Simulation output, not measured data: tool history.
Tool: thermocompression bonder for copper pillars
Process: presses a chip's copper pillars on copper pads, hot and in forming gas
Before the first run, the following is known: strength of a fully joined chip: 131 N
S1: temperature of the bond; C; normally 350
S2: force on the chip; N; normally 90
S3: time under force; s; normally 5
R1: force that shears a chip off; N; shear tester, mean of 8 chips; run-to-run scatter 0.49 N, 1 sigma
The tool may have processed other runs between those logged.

run	hour	S1	S2	S3	R1
1	0.0	350	90	5	62.0
2	21.6	350	90	5	62.2
3	44.8	350	90	5	62.1
4	81.7	372	90	5	74.0
5	108.2	372	90	5	73.0
6	151.0	336	90	5	54.5
7	170.9	347	90	5	59.4
8	215.1	347	90	5	59.7
# hour 243.1: forming gas filter changed
9	257.9	347	90	5	61.8
10	287.3	347	90	5	61.8
11	334.3	347	90	5	61.7
12	379.8	376	90	5	75.7
13	401.5	376	90	5	76.5
14	428.1	376	90	5	75.9
15	455.8	325	90	5	49.9
16	492.8	325	90	5	49.8
# hour 508.4: heater calibrated with a thermocouple chip
17	529.1	325	90	5	50.3
# hour 554.3: forming gas filter changed
18	554.3	325	90	5	52.6
19	574.5	325	90	8	62.6
# hour 579.4: heater calibrated with a thermocouple chip, once more
20	598.9	325	90	8	56.3
21	644.9	367	126	10	105.9
22	690.2	378	95	15	104.4
23	720.7	378	95	15	103.1
24	742.9	362	112	14	102.6
25	787.0	362	81	13	81.6
26	810.9	362	81	13	81.2
27	841.3	357	118	8	90.1
# hour 866.1: forming gas filter changed
28	876.4	370	120	6	96.3
29	898.8	366	80	6	68.0
30	947.9	366	80	4	58.6
31	995.8	366	80	4	58.1
32	1042.7	366	80	4	58.4
33	1086.9	350	112	12	93.2
34	1119.1	350	88	12	79.8
35	1158.4	322	90	8	55.9
# hour 1175.7: forming gas filter changed
36	1196.4	374	56	3	40.1
37	1220.7	374	56	3	39.8
38	1248.0	323	104	4	52.9

Below, some changes in R1 between adjacent runs. For each, the amount present without the hidden state too (settings, incoming material, random variation) and the amount remaining for the hidden state with gauge scatter not shared by both compared results:
Hidden conditions of the tool in this case: true temperature of the bond over the reading, C; force that reaches the chip, % of what is set; oxide that the forming gas leaves, % of the face; drift of the gauge itself on shear_n, %.
Run 8 -> 9: forming gas filter changed. R1 +2.1 N: hidden state +2.6, all else -0.5.
Run 19 -> 20: heater calibrated with a thermocouple chip, once more. R1 -6.3 N: hidden state -6.0, all else -0.3.
Run 20 -> 21: S1 325 -> 367, S2 90 -> 126, S3 8 -> 10. R1 +49.6 N: hidden state -1.1, all else +50.7.
Run 27 -> 28: S1 357 -> 370, S2 118 -> 120, S3 8 -> 6, forming gas filter changed. R1 +6.2 N: hidden state +4.2, all else +2.0.
Run 28 -> 29: S1 370 -> 366, S2 120 -> 80. R1 -28.3 N: hidden state -0.1, all else -28.2.
Run 32 -> 33: S1 366 -> 350, S2 80 -> 112, S3 4 -> 12. R1 +34.8 N: hidden state -1.2, all else +36.0.

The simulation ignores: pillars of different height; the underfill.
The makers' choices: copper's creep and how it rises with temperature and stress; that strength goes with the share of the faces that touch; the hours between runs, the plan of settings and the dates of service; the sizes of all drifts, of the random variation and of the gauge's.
